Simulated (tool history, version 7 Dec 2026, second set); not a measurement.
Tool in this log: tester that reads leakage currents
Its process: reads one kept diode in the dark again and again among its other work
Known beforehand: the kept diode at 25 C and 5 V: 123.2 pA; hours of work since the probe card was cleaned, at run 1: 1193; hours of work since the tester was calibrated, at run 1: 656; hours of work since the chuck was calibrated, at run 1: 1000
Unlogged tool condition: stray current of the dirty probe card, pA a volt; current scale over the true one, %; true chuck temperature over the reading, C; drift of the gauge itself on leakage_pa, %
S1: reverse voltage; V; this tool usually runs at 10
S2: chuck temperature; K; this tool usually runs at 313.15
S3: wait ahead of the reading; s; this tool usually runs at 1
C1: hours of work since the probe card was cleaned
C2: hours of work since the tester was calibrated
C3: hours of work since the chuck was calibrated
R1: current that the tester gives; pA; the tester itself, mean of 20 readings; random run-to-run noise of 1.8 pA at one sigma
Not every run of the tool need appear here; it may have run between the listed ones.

run	day	S1	S2	S3	C1	C2	C3	R1
1	0	10	313.15	1	1193	656	1000	576.73
2	4.538	10	313.15	1	1258	721	1066	577.27
3	10.079	10	313.15	1	1338	801	1145	576.87
4	17.729	3.5	313.15	1	1448	911	1255	318
5	21.896	3.5	313.15	1	1508	971	1315	316.92
6	28.067	10	329.15	1	1597	1059	1404	1787.48
7	34.425	10	329.15	1	1688	1151	1495	1760.63
8	40.908	10	313.15	1	1781	1244	1589	567.24
9	48.479	3.9	313.15	1	1890	1353	1697	333.08
10	55.779	3.9	313.15	1	1995	1458	1802	330.95
11	62.354	3.9	313.15	1	2090	1552	1897	330.84
12	68.008	10	313.15	1	2171	1634	1978	562.7
13	72.662	10	313.15	1	2238	1700	2045	560.42
14	77.6	1.4	313.15	0.41	2309	1771	2116	184.02
15	81.617	1.4	295.15	0.41	2367	1829	2174	44.65
16	86.571	2	295.15	2.16	2438	1900	2245	54.19
# day 88.329: chuck's temperature calibrated
17	89.821	2	295.15	2.16	2483	1946	21	59.17
18	95.912	1.6	306.15	1.07	2571	2034	109	124.33
19	102.408	1.6	306.15	1.07	2664	2127	202	124.49
20	109.462	13.2	294.15	0.4	2766	2228	304	167.16
21	113.921	13.2	294.15	0.4	2830	2292	368	167.22
22	121.271	15.9	320.15	6.46	2935	2398	474	1275.83
23	127.354	4.1	315.15	1	3023	2486	561	413.13
24	131.8	10	313.15	0.54	3087	2549	625	587.08
25	135.442	10	331.15	0.38	3139	2602	677	2078.36
26	142.383	1.5	313.15	0.73	3239	2702	777	198.79

Some steps in R1, run to run, broken into two amounts with sign: the step expected even without the hidden condition (settings, incoming material, random variation), and the rest, left for the hidden condition together with whatever gauge scatter is not in both the measured and the hidden-condition-free result:
Run 5 -> 6: S1 3.5 -> 10, S2 313.15 -> 329.15. R1 +1470.56 pA: hidden state -62.33, all else +1532.89.
Run 7 -> 8: S2 329.15 -> 313.15. R1 -1193.39 pA: hidden state +54.15, all else -1247.54.
Run 24 -> 25: S2 313.15 -> 331.15, S3 0.54 -> 0.38. R1 +1491.28 pA: hidden state -39.69, all else +1530.97.
Run 25 -> 26: S1 10 -> 1.5, S2 331.15 -> 313.15, S3 0.38 -> 0.73. R1 -1879.57 pA: hidden state +38.76, all else -1918.33.
